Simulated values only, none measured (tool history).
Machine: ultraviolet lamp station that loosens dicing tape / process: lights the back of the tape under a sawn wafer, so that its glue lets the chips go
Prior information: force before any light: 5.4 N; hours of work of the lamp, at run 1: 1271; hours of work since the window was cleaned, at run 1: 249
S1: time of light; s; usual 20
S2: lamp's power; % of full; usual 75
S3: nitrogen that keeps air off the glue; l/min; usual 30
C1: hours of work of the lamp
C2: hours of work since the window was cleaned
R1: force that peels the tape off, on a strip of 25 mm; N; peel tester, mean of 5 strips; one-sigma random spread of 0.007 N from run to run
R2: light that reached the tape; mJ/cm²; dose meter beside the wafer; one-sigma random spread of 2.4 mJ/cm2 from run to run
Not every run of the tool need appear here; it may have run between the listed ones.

| run | hour | S1 | S2 | S3 | C1 | C2 | R1 | R2 |
|---|---|---|---|---|---|---|---|---|
| 1 | 0 | 20 | 75 | 30 | 1271 | 249 | 0.472 | 206 |
| 2 | 37.6 | 20 | 75 | 30 | 1300 | 278 | 0.508 | 205 |
| 3 | 84.1 | 20 | 75 | 30 | 1336 | 314 | 0.516 | 204 |
| 4 | 141.3 | 20 | 75 | 30 | 1380 | 358 | 0.521 | 199 |
| 5 | 203.7 | 20 | 75 | 30 | 1428 | 406 | 0.533 | 194 |
| 6 | 277.2 | 20 | 75 | 30 | 1485 | 463 | 0.547 | 192 |
| 7 | 327.5 | 20 | 75 | 30 | 1524 | 502 | 0.562 | 187 |
|  | 369.3 | window cleaned of glue's vapour |
| 8 | 375.3 | 20 | 75 | 43 | 1560 | 5 | 0.474 | 178 |
| 9 | 411.6 | 20 | 75 | 43 | 1588 | 33 | 0.48 | 179 |
| 10 | 470.7 | 20 | 75 | 43 | 1634 | 78 | 0.517 | 178 |
| 11 | 530.2 | 20 | 75 | 43 | 1680 | 124 | 0.507 | 171 |
| 12 | 618.6 | 11 | 67 | 28 | 1748 | 192 | 2.067 | 83 |
| 13 | 686.8 | 31 | 98 | 28 | 1801 | 245 | 0.164 | 340 |
|  | 723.4 | lamp changed |
| 14 | 732.2 | 14 | 62 | 55 | 7 | 279 | 0.68 | 140 |
| 15 | 807 | 13 | 82 | 12 | 64 | 337 | 1.364 | 167 |
|  | 856.7 | window cleaned of glue's vapour, once more |
| 16 | 856.7 | 13 | 82 | 12 | 103 | 0 | 1.149 | 185 |
| 17 | 907.9 | 13 | 82 | 12 | 142 | 39 | 1.214 | 187 |
| 18 | 989.1 | 23 | 69 | 30 | 205 | 102 | 0.248 | 276 |
| 19 | 1026.8 | 23 | 69 | 30 | 234 | 131 | 0.25 | 272 |
| 20 | 1089.3 | 30 | 63 | 35 | 282 | 180 | 0.153 | 314 |

Consider 4 possible next runs. They are alternatives, not a sequence: every one starts from the tool as it was left by run 20. What does each give?
| A | 1138.8 | 30 | 63 | 59 | 320 | 218 | ? | ? |
| B | 1138.8 | 13 | 63 | 35 | 320 | 218 | ? | ? |
| C | 1138.8 | 20 | 64 | 30 | 320 | 218 | ? | ? |
| D | 1138.8 | 20 | 98 | 30 | 320 | 218 | ? | ? |

| run | R1 | R2 |
|---|---|---|
| A | 0.102 | 315 |
| B | 0.961 | 135 |
| C | 0.442 | 215 |
| D | 0.167 | 325 |
Without the tool's hidden state the same runs would have given:
| run | R1 | R2 |
|---|---|---|
| A | 0.087 | 349 |
| B | 0.806 | 149 |
| C | 0.348 | 238 |
| D | 0.134 | 360 |

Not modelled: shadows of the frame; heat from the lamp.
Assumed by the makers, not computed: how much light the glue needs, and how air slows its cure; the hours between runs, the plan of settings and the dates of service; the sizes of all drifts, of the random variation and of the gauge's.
